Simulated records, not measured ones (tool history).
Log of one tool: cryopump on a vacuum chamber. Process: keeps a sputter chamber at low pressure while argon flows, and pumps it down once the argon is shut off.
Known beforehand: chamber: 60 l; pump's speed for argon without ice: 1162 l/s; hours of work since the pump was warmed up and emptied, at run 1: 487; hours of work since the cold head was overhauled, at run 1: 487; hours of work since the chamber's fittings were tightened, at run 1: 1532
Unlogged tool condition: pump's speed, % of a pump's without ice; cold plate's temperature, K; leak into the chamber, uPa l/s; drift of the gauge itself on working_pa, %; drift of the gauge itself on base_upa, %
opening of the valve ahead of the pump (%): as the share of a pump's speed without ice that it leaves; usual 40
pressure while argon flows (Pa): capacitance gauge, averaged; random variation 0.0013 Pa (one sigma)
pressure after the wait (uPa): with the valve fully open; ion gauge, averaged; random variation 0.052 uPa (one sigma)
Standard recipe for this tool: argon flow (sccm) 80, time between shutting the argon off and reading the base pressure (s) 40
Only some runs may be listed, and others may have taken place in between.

| run | hour | argon flow (sccm) | time between shutting the argon off and reading the base pressure (s) | opening of the valve ahead of the pump (%) | hours of work since the pump was warmed up and emptied | hours of work since the cold head was overhauled | hours of work since the chamber's fittings were tightened | pressure while argon flows (Pa) | pressure after the wait (uPa) |
|---|---|---|---|---|---|---|---|---|---|
| 1 | 0 | 80 | 40 | 40 | 487 | 487 | 1532 | 0.3131 | 5.15 |
| 2 | 15.1 | 80 | 40 | 40 | 496 | 496 | 1542 | 0.3138 | 5.2 |
| 3 | 36.3 | 80 | 40 | 40 | 509 | 509 | 1555 | 0.3132 | 5.13 |
| 4 | 47.7 | 80 | 40 | 28 | 516 | 516 | 1562 | 0.4381 | 5.24 |
| 5 | 68.4 | 80 | 75 | 28 | 529 | 529 | 1575 | 0.4386 | 3.78 |
| 6 | 81.7 | 80 | 40 | 40 | 537 | 537 | 1583 | 0.3181 | 5.11 |
| 7 | 100.1 | 80 | 40 | 40 | 549 | 549 | 1594 | 0.3165 | 5.23 |
| 8 | 111.5 | 80 | 40 | 40 | 556 | 556 | 1602 | 0.3184 | 5.16 |
| 9 | 127.2 | 80 | 40 | 40 | 566 | 566 | 1611 | 0.3158 | 5.29 |
| 10 | 140.6 | 80 | 40 | 40 | 574 | 574 | 1620 | 0.319 | 5.23 |
| 11 | 157.9 | 80 | 40 | 40 | 585 | 585 | 1630 | 0.3172 | 5.34 |
| 12 | 176.6 | 80 | 40 | 40 | 596 | 596 | 1642 | 0.3193 | 5.36 |
| 13 | 190.6 | 80 | 40 | 35 | 605 | 605 | 1651 | 0.3615 | 5.44 |
| 14 | 207 | 39 | 123 | 25 | 615 | 615 | 1661 | 0.2397 | 3.38 |
| 15 | 226.7 | 39 | 123 | 25 | 628 | 628 | 1673 | 0.2416 | 3.32 |
| 16 | 245.5 | 39 | 123 | 25 | 639 | 639 | 1685 | 0.2428 | 3.5 |
| 17 | 266.6 | 75 | 40 | 26 | 652 | 652 | 1698 | 0.4466 | 5.45 |
| 18 | 281 | 50 | 149 | 17 | 661 | 661 | 1707 | 0.4466 | 3.34 |
| 19 | 298.1 | 36 | 149 | 45 | 672 | 672 | 1717 | 0.1298 | 3.35 |
| 20 | 308.5 | 80 | 39 | 19 | 678 | 678 | 1724 | 0.6493 | 5.53 |
| 21 | 328.6 | 141 | 21 | 19 | 691 | 691 | 1736 | 1.1376 | 8.04 |
| 22 | 345.3 | 141 | 21 | 19 | 701 | 701 | 1747 | 1.1424 | 8.27 |
| 23 | 356.5 | 67 | 44 | 18 | 708 | 708 | 1754 | 0.5736 | 5.18 |
| 24 | 372.5 | 84 | 40 | 16 | 718 | 718 | 1764 | 0.8017 | 5.61 |

Here are 3 independent what-if runs from the current tool condition. What would each one return?
| A | 393.6 | 120 | 40 | 19 | 731 | 731 | 1777 | ? | ? |
| B | 393.6 | 118 | 40 | 40 | 731 | 731 | 1777 | ? | ? |
| C | 393.6 | 84 | 40 | 21 | 731 | 731 | 1777 | ? | ? |

| run | pressure while argon flows (Pa) | pressure after the wait (uPa) |
|---|---|---|
| A | 0.973 | 5.69 |
| B | 0.4822 | 5.56 |
| C | 0.6212 | 5.63 |
What these runs would have given with no unlogged condition in the tool:
| run | pressure while argon flows (Pa) | pressure after the wait (uPa) |
|---|---|---|
| A | 0.9189 | 3.23 |
| B | 0.4291 | 3.16 |
| C | 0.5832 | 3.2 |

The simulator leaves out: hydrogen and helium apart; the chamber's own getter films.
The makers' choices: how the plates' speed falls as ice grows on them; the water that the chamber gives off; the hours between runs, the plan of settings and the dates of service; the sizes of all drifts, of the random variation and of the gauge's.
